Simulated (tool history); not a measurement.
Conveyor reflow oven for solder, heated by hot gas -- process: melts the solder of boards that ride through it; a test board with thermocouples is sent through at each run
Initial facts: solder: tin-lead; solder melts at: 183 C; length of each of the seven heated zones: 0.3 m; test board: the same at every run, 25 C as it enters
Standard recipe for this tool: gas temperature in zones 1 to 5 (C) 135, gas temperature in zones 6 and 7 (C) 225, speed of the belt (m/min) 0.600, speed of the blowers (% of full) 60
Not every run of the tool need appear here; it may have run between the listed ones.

run	hour	gas temperature in zones 1 to 5 (C)	gas temperature in zones 6 and 7 (C)	speed of the belt (m/min)	speed of the blowers (% of full)	highest temperature of the board (C)	time above the solder's melting point (s)
1	0.0	135	225	0.600	60	204.9	34.9
2	42.3	135	225	0.600	60	204.7	34.8
3	71.9	135	225	0.600	60	204.4	34.2
4	98.3	135	225	0.600	60	204.6	35.0
5	141.7	135	225	0.600	60	203.9	34.4
6	181.0	135	225	0.600	60	204.3	34.8
7	214.6	135	225	0.600	60	203.7	34.4
8	253.3	135	225	0.600	60	203.3	34.2
9	278.0	135	225	0.600	60	204.0	34.6
# hour 311.8: flux residue cleaned out of gas plates and filters
10	311.8	130	214	0.590	61	194.6	23.8
11	337.5	122	225	0.659	60	198.6	22.1
12	388.2	126	239	0.627	60	212.4	37.2
13	430.9	134	231	0.627	60	207.4	35.1
14	472.5	130	221	0.627	60	198.4	25.1
15	505.0	130	221	0.627	60	198.8	25.0

5 options for the next run, each taken on its own from the tool as it stands now. Forecast them:
A	526.3	135	217	0.600	60	?	?
B	526.3	145	239	0.627	85	?	?
C	526.3	136	221	0.627	62	?	?
D	526.3	142	225	0.600	89	?	?
E	526.3	135	214	0.600	81	?	?

run	highest temperature of the board (C)	time above the solder's melting point (s)
A	197.0	27.0
B	219.8	47.7
C	200.0	28.6
D	208.8	42.5
E	197.3	28.8
Take away the tool's hidden state, keep each run's random variation, and the runs would have read:
run	highest temperature of the board (C)	time above the solder's melting point (s)
A	199.7	29.3
B	222.7	47.9
C	202.6	30.4
D	211.8	43.4
E	200.2	31.2
